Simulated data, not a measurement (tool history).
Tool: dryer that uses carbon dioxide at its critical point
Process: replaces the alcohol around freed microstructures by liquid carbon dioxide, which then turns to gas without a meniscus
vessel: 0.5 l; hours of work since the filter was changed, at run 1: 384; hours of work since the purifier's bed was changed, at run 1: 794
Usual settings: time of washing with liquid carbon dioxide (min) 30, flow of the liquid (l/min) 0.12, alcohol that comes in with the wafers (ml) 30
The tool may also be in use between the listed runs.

run     day  time of washing with liquid carbon dioxide (min)  flow of the liquid (l/min)  alcohol that comes in with the wafers (ml)  hours of work since the filter was changed  hours of work since the purifier's bed was changed  alcohol left in the vessel before it's heated (ppm by volume)
  1       0                                                30                        0.12                                          30                                         384                                                 794                                                            312
  2   0.854                                                30                        0.12                                          30                                         396                                                 807                                                            341
  3   2.025                                                30                       0.162                                          30                                         413                                                 823                                                            170
      2.275  -- inlet filter changed
  4   3.304                                                30                       0.162                                          30                                          15                                                 841                                                            167
  5   4.242                                                30                       0.162                                          52                                          28                                                 854                                                            172
  6   5.046                                                30                        0.12                                          30                                          39                                                 866                                                            237
  7   6.246                                                30                        0.12                                          30                                          56                                                 883                                                            252
  8   7.188                                                30                        0.12                                          31                                          70                                                 896                                                            260
  9   7.925                                                30                        0.12                                          31                                          80                                                 906                                                            256
 10   8.942                                                30                        0.12                                          30                                          95                                                 921                                                            263
 11   9.554                                                30                        0.12                                          30                                         104                                                 930                                                            260
 12  10.983                                                26                        0.12                                          30                                         124                                                 950                                                            404
 13  11.938                                                30                        0.12                                          30                                         137                                                 963                                                            281
 14  13.354                                                30                        0.12                                          30                                         158                                                 984                                                            296
 15  14.746                                                30                        0.12                                          30                                         177                                                1003                                                            292
 16  15.562                                                30                        0.12                                          30                                         189                                                1015                                                            305
 17  16.542                                                30                       0.073                                          30                                         203                                                1029                                                           1722
 18  17.283                                                30                        0.12                                          87                                         213                                                1039                                                            555
 19  18.146                                                30                        0.12                                          87                                         226                                                1052                                                            557
 20  19.646                                                30                        0.12                                          30                                         247                                                1073                                                            320
 21  21.125                                                30                        0.12                                          30                                         268                                                1094                                                            331
 22  22.379                                                30                        0.12                                          30                                         286                                                1112                                                            358
 23  23.883                                                30                       0.137                                          30                                         307                                                1133                                                            276
 24  25.358                                                18                       0.148                                          30                                         328                                                1154                                                            952
 25  26.629                                                25                       0.187                                          89                                         346                                                1172                                                            291
 26  27.279                                                30                       0.158                                          88                                         355                                                1182                                                            287
 27  28.217                                                35                       0.097                                          61                                         369                                                1195                                                            797
 28  29.542                                                27                       0.164                                         101                                         388                                                1214                                                            362
 29  30.267                                                30                       0.156                                          69                                         398                                                1224                                                            303
 30  31.017                                                27                       0.103                                          88                                         409                                                1235                                                           2588
     31.554  -- inlet filter changed
 31  32.117                                                42                       0.096                                          54                                           8                                                1250                                                            302
 32  33.142                                                23                        0.12                                          30                                          23                                                1264                                                            579
 33  34.596                                                20                       0.183                                          27                                          43                                                1285                                                            276
 34  35.304                                                28                       0.183                                          93                                          53                                                1295                                                            254
     36.254  -- purifier's bed changed
 35  36.904                                                19                       0.186                                          21                                          74                                                   9                                                             63
 36  37.683                                                40                       0.082                                          63                                          85                                                  20                                                            389
 37  38.342                                                40                        0.16                                          21                                          95                                                  30                                                             18
 38  39.225                                                33                        0.12                                         105                                         107                                                  42                                                            168
 39  39.979                                                33                        0.12                                          52                                         118                                                  53                                                            107
 40  41.025                                                33                        0.12                                          52                                         133                                                  68                                                            105
 41  42.008                                                33                        0.12                                          52                                         147                                                  82                                                            118
 42    43.2                                                33                        0.12                                          52                                         164                                                  99                                                            121
 43  44.138                                                38                        0.12                                          52                                         177                                                 112                                                             62
 44  45.542                                                38                        0.12                                          52                                         197                                                 132                                                             61
 45    46.9                                                26                       0.138                                          30                                         216                                                 151                                                            143
 46  48.204                                                26                       0.138                                          30                                         235                                                 170                                                            160

Hidden state at the last listed run before each entry between runs and at the first one after, where it differs:
Between runs 3 and 4: inlet filter changed (day 2.275)
  flow that reaches the vessel past the clogged filter, %: 84.8 -> 98.8; alcohol in the recycled carbon dioxide, ppm: 154.9 -> 157.8
  measured less the result without the state, alcohol left in the vessel before it's heated (ppm by volume): +163 -> +153
Between runs 30 and 31: inlet filter changed (day 31.554)
  flow that reaches the vessel past the clogged filter, %: 82.6 -> 99; alcohol in the recycled carbon dioxide, ppm: 227.3 -> 229.9
  measured less the result without the state, alcohol left in the vessel before it's heated (ppm by volume): +1630 -> +231
Between runs 34 and 35: purifier's bed changed (day 36.254)
  flow that reaches the vessel past the clogged filter, %: 97.3 -> 96.5; alcohol in the recycled carbon dioxide, ppm: 238 -> 7.8
  measured less the result without the state, alcohol left in the vessel before it's heated (ppm by volume): +235 -> +14
